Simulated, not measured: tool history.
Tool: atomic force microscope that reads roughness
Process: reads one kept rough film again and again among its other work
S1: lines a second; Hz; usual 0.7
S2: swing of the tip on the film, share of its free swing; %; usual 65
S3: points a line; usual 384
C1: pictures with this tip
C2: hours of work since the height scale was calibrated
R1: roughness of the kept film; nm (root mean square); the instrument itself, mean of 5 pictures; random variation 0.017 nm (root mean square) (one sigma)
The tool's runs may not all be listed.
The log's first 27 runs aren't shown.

run   hour     S1  S2   S3   C1   C2     R1
     663.9  -- new tip fitted
 28  678.8    0.7  77  954   26  203  3.944
 29  709.1    0.7  77  954   78  223  3.814
 30  733.1  2.571  59  405  120  239  3.641
 31  768.4    0.7  65  419  181  263  3.657
 32  785.6    0.7  64  384  210  275  3.598
 33  806.8    0.7  85  490  247  289  3.319
     818.2  -- new tip fitted
 34  841.6  0.659  58  521   40  312  4.105
 35  861.2  1.522  58  299   74  325  3.851
 36  890.2  2.314  56  412  125  345   3.69
 37  912.3  2.031  65  961  163  360  3.524
 38  935.2  1.918  90  384  202  375  2.772

Forecast each of these 5 alternatives for the next run:
  A  957.6  1.918  90  823  241  390   ?
  B  957.6  1.918  59  368  241  390   ?
  C  957.6  1.918  90  497  241  390   ?
  D  957.6  1.827  90  384  241  390   ?
  E  957.6  3.228  71  384  241  390   ?

run     R1
  A  2.728
  B  3.453
  C  2.741
  D  2.742
  E  2.988
Without the tool's hidden state the same runs would have given:
run     R1
  A  3.216
  B  4.071
  C  3.231
  D  3.232
  E  3.522
